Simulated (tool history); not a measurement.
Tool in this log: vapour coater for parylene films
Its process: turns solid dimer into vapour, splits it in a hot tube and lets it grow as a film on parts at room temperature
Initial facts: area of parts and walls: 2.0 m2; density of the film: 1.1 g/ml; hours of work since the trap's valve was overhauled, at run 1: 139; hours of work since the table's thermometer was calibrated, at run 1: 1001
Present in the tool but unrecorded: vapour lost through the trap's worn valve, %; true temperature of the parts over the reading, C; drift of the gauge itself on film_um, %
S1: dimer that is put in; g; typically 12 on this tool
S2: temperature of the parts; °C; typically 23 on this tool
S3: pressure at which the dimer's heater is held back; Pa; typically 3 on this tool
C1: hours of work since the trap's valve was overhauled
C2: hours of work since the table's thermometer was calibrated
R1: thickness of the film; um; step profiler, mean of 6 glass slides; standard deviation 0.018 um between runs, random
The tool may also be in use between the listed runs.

run 1 hour=0 | S1=12 S2=23 S3=3 | C1=139 C2=1001 | R1=2.63
run 2 hour=45.1 | S1=12 S2=23 S3=3 | C1=167 C2=1028 | R1=2.64
run 3 hour=100.4 | S1=12 S2=23 S3=3 | C1=201 C2=1062 | R1=2.65
run 4 hour=155.7 | S1=12 S2=23 S3=3 | C1=235 C2=1096 | R1=2.58
run 5 hour=209.3 | S1=12 S2=30 S3=3 | C1=267 C2=1129 | R1=2.12
run 6 hour=264.2 | S1=12 S2=30 S3=3 | C1=301 C2=1162 | R1=2.06
run 7 hour=320.7 | S1=12 S2=30 S3=3 | C1=336 C2=1197 | R1=2.05
-- hour=349.8 table's thermometer calibrated
run 8 hour=363.6 | S1=12 S2=30 S3=3 | C1=361 C2=8 | R1=2.05
run 9 hour=422.8 | S1=12 S2=30 S3=3 | C1=397 C2=45 | R1=2.02
-- hour=448.4 table's thermometer calibrated, once more
run 10 hour=485.8 | S1=12 S2=23 S3=3 | C1=435 C2=23 | R1=2.36
run 11 hour=535.1 | S1=12 S2=23 S3=3 | C1=465 C2=53 | R1=2.35
run 12 hour=580.3 | S1=12 S2=23 S3=3 | C1=493 C2=81 | R1=2.35
-- hour=601.3 trap's valve overhauled
run 13 hour=642.5 | S1=12 S2=23 S3=3 | C1=25 C2=116 | R1=2.65
run 14 hour=699 | S1=12 S2=23 S3=2.95 | C1=60 C2=151 | R1=2.66
run 15 hour=731.9 | S1=12 S2=23 S3=3 | C1=80 C2=171 | R1=2.62
run 16 hour=793.2 | S1=12 S2=23 S3=3 | C1=117 C2=208 | R1=2.61
run 17 hour=830.7 | S1=12 S2=23 S3=4.91 | C1=140 C2=231 | R1=2.47
run 18 hour=860.3 | S1=12 S2=23 S3=4.91 | C1=158 C2=249 | R1=2.5
run 19 hour=918.8 | S1=6 S2=23 S3=3 | C1=194 C2=285 | R1=1.28
run 20 hour=965.4 | S1=12 S2=23 S3=3 | C1=223 C2=314 | R1=2.54
run 21 hour=998.5 | S1=12 S2=23 S3=3 | C1=243 C2=334 | R1=2.53
run 22 hour=1026.4 | S1=9 S2=23 S3=3 | C1=260 C2=351 | R1=1.87
run 23 hour=1082 | S1=9 S2=32 S3=3 | C1=294 C2=385 | R1=1.41

Run 24 is up next; what results do you expect?
run 24 hour=1138.6 | S1=19 S2=22 S3=2.08 | C1=329 C2=420 | R1=?

R1: 4.2 um
The same run, on a tool lacking any hidden state, would have yielded R1 4.52 um.
